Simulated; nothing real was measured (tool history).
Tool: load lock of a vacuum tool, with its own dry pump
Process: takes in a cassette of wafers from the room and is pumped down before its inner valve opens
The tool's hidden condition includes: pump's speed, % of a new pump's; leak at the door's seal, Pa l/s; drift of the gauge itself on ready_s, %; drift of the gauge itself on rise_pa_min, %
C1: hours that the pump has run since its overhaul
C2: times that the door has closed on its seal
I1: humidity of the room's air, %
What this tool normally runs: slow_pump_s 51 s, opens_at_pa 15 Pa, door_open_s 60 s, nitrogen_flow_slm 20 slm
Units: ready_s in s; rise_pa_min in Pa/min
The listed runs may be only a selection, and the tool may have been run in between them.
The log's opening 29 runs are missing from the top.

Run 30, hour 3235.0: usual settings but door_open_s 116 s; C1 10007; C2 24977; I1 45.0. Result: ready_s 130.2 s, rise_pa_min 0.201 Pa/min.
Run 31, hour 3315.3: usual settings but slow_pump_s 27 s, opens_at_pa 14 Pa, door_open_s 50 s, nitrogen_flow_slm 5 slm; C1 10088; C2 25358; I1 44.2. Result: ready_s 115.8 s, rise_pa_min 0.207 Pa/min.
Run 32, hour 3414.4: usual settings but slow_pump_s 27 s, opens_at_pa 14 Pa, door_open_s 50 s, nitrogen_flow_slm 12 slm; C1 10187; C2 25830; I1 43.9. Result: ready_s 113.9 s, rise_pa_min 0.201 Pa/min.
Run 33, hour 3546.0: usual settings but slow_pump_s 54 s, opens_at_pa 24 Pa, door_open_s 30 s, nitrogen_flow_slm 22 slm; C1 10318; C2 26456; I1 45.9. Result: ready_s 126.1 s, rise_pa_min 0.179 Pa/min.
Run 34, hour 3626.3: usual settings but slow_pump_s 54 s, opens_at_pa 24 Pa, door_open_s 30 s, nitrogen_flow_slm 22 slm; C1 10399; C2 26838; I1 46.0. Result: ready_s 127.7 s, rise_pa_min 0.194 Pa/min.
Run 35, hour 3761.1: usual settings but slow_pump_s 28 s, opens_at_pa 27 Pa, door_open_s 194 s, nitrogen_flow_slm 26 slm; C1 10533; C2 27480; I1 44.5. Result: ready_s 108.4 s, rise_pa_min 0.235 Pa/min.
Run 36, hour 3863.7: usual settings but slow_pump_s 28 s, opens_at_pa 27 Pa, door_open_s 194 s, nitrogen_flow_slm 26 slm; C1 10636; C2 27968; I1 46.3. Result: ready_s 109.0 s, rise_pa_min 0.246 Pa/min.
Run 37, hour 4009.1: usual settings but slow_pump_s 28 s, opens_at_pa 27 Pa, door_open_s 194 s, nitrogen_flow_slm 26 slm; C1 10781; C2 28660; I1 47.1. Result: ready_s 106.7 s, rise_pa_min 0.252 Pa/min.

Predict each of these 3 candidate next runs independently; none follows another, all start after run 37:
Run A, hour 4071.5: usual settings but slow_pump_s 28 s, opens_at_pa 17 Pa, door_open_s 42 s, nitrogen_flow_slm 8 slm; C1 10844; C2 28956; I1 48.0. Result: ready_s ?, rise_pa_min ?.
Run B, hour 4071.5: usual settings but slow_pump_s 92 s; C1 10844; C2 28956; I1 45.9. Result: ready_s ?, rise_pa_min ?.
Run C, hour 4071.5: usual settings but slow_pump_s 62 s, opens_at_pa 16 Pa, door_open_s 194 s, nitrogen_flow_slm 9 slm; C1 10844; C2 28956; I1 43.8. Result: ready_s ?, rise_pa_min ?.

run  ready_s  rise_pa_min
  A    113.4        0.233
  B    159.0        0.220
  C    136.0        0.276
Without the tool's hidden state the same runs would have given:
run  ready_s  rise_pa_min
  A    106.5        0.068
  B    153.3        0.059
  C    129.9        0.114
